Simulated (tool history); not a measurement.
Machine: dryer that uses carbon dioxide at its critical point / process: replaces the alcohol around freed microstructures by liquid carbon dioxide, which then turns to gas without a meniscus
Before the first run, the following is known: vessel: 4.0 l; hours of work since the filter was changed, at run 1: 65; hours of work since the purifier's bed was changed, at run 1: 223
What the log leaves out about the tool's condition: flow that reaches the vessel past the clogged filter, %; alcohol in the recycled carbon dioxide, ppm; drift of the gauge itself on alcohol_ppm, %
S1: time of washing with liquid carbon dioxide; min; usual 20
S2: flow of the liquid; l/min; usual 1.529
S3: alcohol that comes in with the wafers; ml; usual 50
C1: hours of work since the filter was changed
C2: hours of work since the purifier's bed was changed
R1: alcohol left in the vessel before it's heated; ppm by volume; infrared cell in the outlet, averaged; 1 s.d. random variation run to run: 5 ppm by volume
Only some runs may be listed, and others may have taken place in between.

run	hour	S1	S2	S3	C1	C2	R1
1	0	20	1.529	50	65	223	48
2	16	20	1.529	50	71	229	43
3	44.1	20	1.529	50	83	241	44
4	63.4	15	1.529	50	91	249	117
5	77.6	20	1.529	50	97	255	52
6	92.3	20	1.529	50	103	261	58
7	112.9	13	1.529	50	112	270	181
8	144.2	12	1.529	43	125	283	218
9	158	12	1.529	43	131	289	217
10	182.6	12	1.529	43	141	299	211
11	204.5	26	1.529	98	150	308	56

Expected results for the next run?
12	219.9	25	2.4	42	157	314	?

{"run 12": {"R1": 49}}
Were there no unlogged condition in the tool, this run, its random variation unchanged, would have produced R1 4 ppm by volume.

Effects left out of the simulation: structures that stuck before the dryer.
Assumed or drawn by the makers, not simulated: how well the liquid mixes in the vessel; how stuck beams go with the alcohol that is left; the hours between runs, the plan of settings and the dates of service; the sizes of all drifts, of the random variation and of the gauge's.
